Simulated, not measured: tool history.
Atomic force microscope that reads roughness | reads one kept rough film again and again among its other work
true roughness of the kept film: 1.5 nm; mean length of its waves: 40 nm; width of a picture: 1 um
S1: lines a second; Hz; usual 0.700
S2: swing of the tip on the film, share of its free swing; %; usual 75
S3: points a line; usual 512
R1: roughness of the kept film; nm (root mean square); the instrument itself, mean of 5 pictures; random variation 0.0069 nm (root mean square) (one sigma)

run 1 hour=0.0 | S1=0.700 S2=75 S3=512 | R1=1.376
run 2 hour=6.4 | S1=0.700 S2=75 S3=512 | R1=1.385
run 3 hour=13.5 | S1=0.700 S2=75 S3=512 | R1=1.375
run 4 hour=20.3 | S1=0.700 S2=75 S3=512 | R1=1.372
run 5 hour=27.1 | S1=0.700 S2=75 S3=512 | R1=1.373
run 6 hour=35.7 | S1=0.700 S2=88 S3=512 | R1=1.332
run 7 hour=39.7 | S1=0.700 S2=88 S3=512 | R1=1.331
run 8 hour=46.9 | S1=0.700 S2=88 S3=512 | R1=1.322
run 9 hour=51.2 | S1=0.700 S2=75 S3=512 | R1=1.367
run 10 hour=56.5 | S1=0.700 S2=75 S3=432 | R1=1.363
run 11 hour=65.3 | S1=0.700 S2=75 S3=432 | R1=1.359
run 12 hour=72.3 | S1=0.700 S2=75 S3=504 | R1=1.356
run 13 hour=79.4 | S1=0.700 S2=75 S3=504 | R1=1.358
run 14 hour=84.3 | S1=0.700 S2=59 S3=504 | R1=1.397
run 15 hour=91.5 | S1=0.700 S2=59 S3=504 | R1=1.380
run 16 hour=96.8 | S1=0.700 S2=59 S3=504 | R1=1.386
run 17 hour=101.3 | S1=0.700 S2=59 S3=504 | R1=1.390
run 18 hour=105.3 | S1=1.739 S2=75 S3=999 | R1=1.285
run 19 hour=110.1 | S1=0.700 S2=62 S3=291 | R1=1.368
run 20 hour=119.3 | S1=2.637 S2=57 S3=512 | R1=1.350
run 21 hour=125.5 | S1=0.700 S2=75 S3=900 | R1=1.341
run 22 hour=129.9 | S1=3.955 S2=68 S3=1020 | R1=1.214
run 23 hour=136.2 | S1=1.359 S2=75 S3=799 | R1=1.309

Hidden state or all else? Some run-to-run changes of R1, split into what the settings, what came in and random variation would give without the hidden state, and what is left for the hidden state (with any gauge scatter that isn't in both results):
The hidden state here: radius of the tip, nm; height scale over the true one, %; drift of the gauge itself on roughness_nm, %.
Run 17 -> 18: S1 0.700 -> 1.739, S2 59 -> 75, S3 504 -> 999. R1 -0.105 nm (root mean square): hidden state +0.004, all else -0.109.
Run 18 -> 19: S1 1.739 -> 0.700, S2 75 -> 62, S3 999 -> 291. R1 +0.083 nm (root mean square): hidden state -0.006, all else +0.089.
Run 21 -> 22: S1 0.700 -> 3.955, S2 75 -> 68, S3 900 -> 1020. R1 -0.127 nm (root mean square): hidden state +0.004, all else -0.131.
Run 22 -> 23: S1 3.955 -> 1.359, S2 68 -> 75, S3 1020 -> 799. R1 +0.095 nm (root mean square): hidden state -0.005, all else +0.100.
